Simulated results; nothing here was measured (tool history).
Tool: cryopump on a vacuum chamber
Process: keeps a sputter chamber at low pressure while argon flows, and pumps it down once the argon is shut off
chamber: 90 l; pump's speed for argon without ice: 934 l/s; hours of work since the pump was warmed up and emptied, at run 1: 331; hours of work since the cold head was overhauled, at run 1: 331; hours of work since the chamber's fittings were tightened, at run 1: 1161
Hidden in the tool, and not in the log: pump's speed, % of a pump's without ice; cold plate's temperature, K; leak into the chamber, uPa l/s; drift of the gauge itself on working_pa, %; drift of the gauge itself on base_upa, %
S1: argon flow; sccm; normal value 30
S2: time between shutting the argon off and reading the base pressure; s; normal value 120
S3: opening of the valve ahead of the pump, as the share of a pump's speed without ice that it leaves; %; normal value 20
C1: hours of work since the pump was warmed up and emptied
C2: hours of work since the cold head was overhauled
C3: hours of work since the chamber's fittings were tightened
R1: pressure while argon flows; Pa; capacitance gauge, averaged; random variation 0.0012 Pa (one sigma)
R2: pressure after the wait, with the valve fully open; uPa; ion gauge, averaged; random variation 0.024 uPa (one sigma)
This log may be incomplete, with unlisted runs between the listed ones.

run     day  S1   S2  S3   C1   C2    C3      R1    R2
  1       0  30  120  20  331  331  1161  0.2754  1.85
  2   0.442  30  120  20  340  340  1169  0.2763  1.96
  3   1.112  30  120  21  353  353  1183  0.2631  1.88
  4     1.5  30  120  20  361  361  1190  0.2747  1.95
  5   2.133  30  120  20  374  374  1203   0.277  1.93
  6   2.704  30  120  20  385  385  1214  0.2751  1.94
  7   3.262  31  120  20  396  396  1226  0.2863  1.96
  8   3.617  13  120  20  403  403  1233  0.1216  1.94
  9   4.067  13  120  20  412  412  1242  0.1208  1.98
 10   4.662  30  120  20  424  424  1253  0.2775  2.04
 11   5.162  30  120  20  434  434  1263  0.2779  2.05
 12   5.571  30  120  20  442  442  1272  0.2785  1.98
 13   6.029  30  138  20  451  451  1281   0.277  1.93
 14   6.521  30  120  18  461  461  1290   0.309  1.98
 15   6.867  30  120  18  468  468  1297  0.3108  2.04
 16   7.225  30  120  18  475  475  1304  0.3107  2.04
 17   7.879  30  120  18  488  488  1317  0.3095   2.1
 18   8.442  30  120  18  499  499  1329  0.3105  2.07
 19   8.846  14  120  18  507  507  1337  0.1442  2.06
 20   9.475  30   38  18  520  520  1349  0.3121  3.32
 21      10  30   38  18  530  530  1360    0.31  3.37
 22  10.562  16  137  56  542  542  1371  0.0568  2.04
 23  10.904  16   94  56  548  548  1378  0.0568  2.23
 24  11.262  16   94  56  555  555  1385  0.0554  2.39
 25  11.892  58   64  24  568  568  1397  0.4528  2.66
 26  12.417  58   64  24  578  578  1408  0.4549  2.64
 27    13.2  58   64  24  594  594  1423  0.4552  2.69
 28  13.871  18   35  37  607  607  1437  0.0942  3.51
 29  14.617  32  157  44  622  622  1452  0.1411  2.18
 30  15.038  40  179  44  631  631  1460  0.1779  2.08
 31  15.658  12   40  54  643  643  1472  0.0446  3.36
 32  16.104  12   40  54  652  652  1481  0.0443  3.37
 33  16.583  12   40  54  661  661  1491  0.0448  3.41
 34  16.971  12   40  54  669  669  1499  0.0444  3.38

Predict each of these 4 candidate next runs independently; none follows another, all start after run 34:
  A  17.575  15  120  20  681  681  1511   ?   ?
  B  17.575  12  128  16  681  681  1511   ?   ?
  C  17.575  12   43  31  681  681  1511   ?   ?
  D  17.575  30  197  20  681  681  1511   ?   ?

run      R1    R2
  A  0.1419  2.36
  B  0.1397  2.34
  C   0.074  3.29
  D  0.2835  2.13
Had the tool no hidden state, the same runs would have come out as:
run      R1    R2
  A  0.1364  0.86
  B  0.1353  0.85
  C  0.0696   1.8
  D  0.2724  0.64
